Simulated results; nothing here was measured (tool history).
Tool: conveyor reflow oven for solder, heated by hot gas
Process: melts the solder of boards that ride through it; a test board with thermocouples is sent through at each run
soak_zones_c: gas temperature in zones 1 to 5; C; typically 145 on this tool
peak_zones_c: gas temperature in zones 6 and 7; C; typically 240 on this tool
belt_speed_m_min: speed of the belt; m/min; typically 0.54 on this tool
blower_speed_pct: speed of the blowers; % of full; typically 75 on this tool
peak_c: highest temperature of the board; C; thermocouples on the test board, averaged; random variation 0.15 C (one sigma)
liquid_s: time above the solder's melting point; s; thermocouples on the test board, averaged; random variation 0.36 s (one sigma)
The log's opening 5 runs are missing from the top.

run   hour  soak_zones_c  peak_zones_c  belt_speed_m_min  blower_speed_pct  hours of work since the flux was cleaned out  hours of work since the belt drive was overhauled  hours of work since the thermocouples were changed  peak_c  liquid_s
  6   34.7           145           240              0.54                55                                           236                                                174                                                  43   218.8      69.6
  7   41.6           145           240              0.54                55                                           240                                                179                                                  48   218.6      70.1
  8     49           145           250              0.54                75                                           245                                                184                                                  52   234.4      81.6
  9     58           145           246              0.54                75                                           251                                                190                                                  58   230.9      79.9
 10   62.4           145           246              0.54                75                                           253                                                192                                                  61   230.9      79.8
 11   67.3           145           240              0.54                64                                           257                                                196                                                  64   222.5      73.2
 12   71.9           145           240              0.54                64                                           260                                                199                                                  67   222.3      73.5
 13   79.6           145           240              0.54                64                                           265                                                204                                                  72   222.1        74
 14   87.5           145           240              0.54                64                                           270                                                209                                                  77   222.5      73.7
 15   91.8           145           248              0.54                75                                           272                                                211                                                  80   232.9        81
 16   98.6           145           248              0.54                75                                           277                                                216                                                  84   232.5      80.5
 17  103.7           145           248              0.54                65                                           280                                                219                                                  88   229.4      78.5
 18  110.2           150           253              0.54                65                                           284                                                223                                                  92     235      84.1
 19  117.1           145           240             0.457                75                                           289                                                228                                                  96   230.2      93.6
 20  121.7           149           248             0.439                60                                           292                                                231                                                  99     235       103
 21  126.3           140           231             0.636                57                                           295                                                234                                                 102   205.4      42.4
 22  133.3           140           231             0.636                57                                           299                                                238                                                 107     205      43.1
 23  141.2           140           231             0.636                57                                           304                                                243                                                 112   204.9      42.1
 24  149.1           159           244             0.456                51                                           310                                                248                                                 117   228.9     100.5
 25  156.8           159           244             0.456                51                                           314                                                253                                                 122   228.8     100.7
 26  166.1           131           244             0.473                51                                           321                                                259                                                 128   222.3      77.1
 27  172.5           131           244             0.492                51                                           325                                                264                                                 132   220.9      72.9
 28  177.3           131           244             0.492                51                                           328                                                267                                                 135   220.6      72.6
 29  182.3           150           248             0.521                76                                           331                                                270                                                 139   234.9      87.7
 30  190.8           150           239             0.649                76                                           336                                                275                                                 144   220.2      61.5

5 options for the next run, each taken on its own from the tool as it stands now. Forecast them:
  A  198.4           153           239             0.649                76                                           341                                                280                                                 149       ?         ?
  B  198.4           133           251              0.47                75                                           341                                                280                                                 149       ?         ?
  C  198.4           158           239             0.517                56                                           341                                                280                                                 149       ?         ?
  D  198.4           144           246             0.649                66                                           341                                                280                                                 149       ?         ?
  E  198.4           150           246             0.649                76                                           341                                                280                                                 149       ?         ?

run  peak_c  liquid_s
  A   221.1      62.9
  B   238.2      91.1
  C     222      83.1
  D   220.9      58.9
  E   226.1      65.6
Without the tool's unlogged condition, the same runs would have read:
run  peak_c  liquid_s
  A   221.1      62.9
  B   238.2      91.1
  C   222.1      83.1
  D     221      58.9
  E   226.2      65.6

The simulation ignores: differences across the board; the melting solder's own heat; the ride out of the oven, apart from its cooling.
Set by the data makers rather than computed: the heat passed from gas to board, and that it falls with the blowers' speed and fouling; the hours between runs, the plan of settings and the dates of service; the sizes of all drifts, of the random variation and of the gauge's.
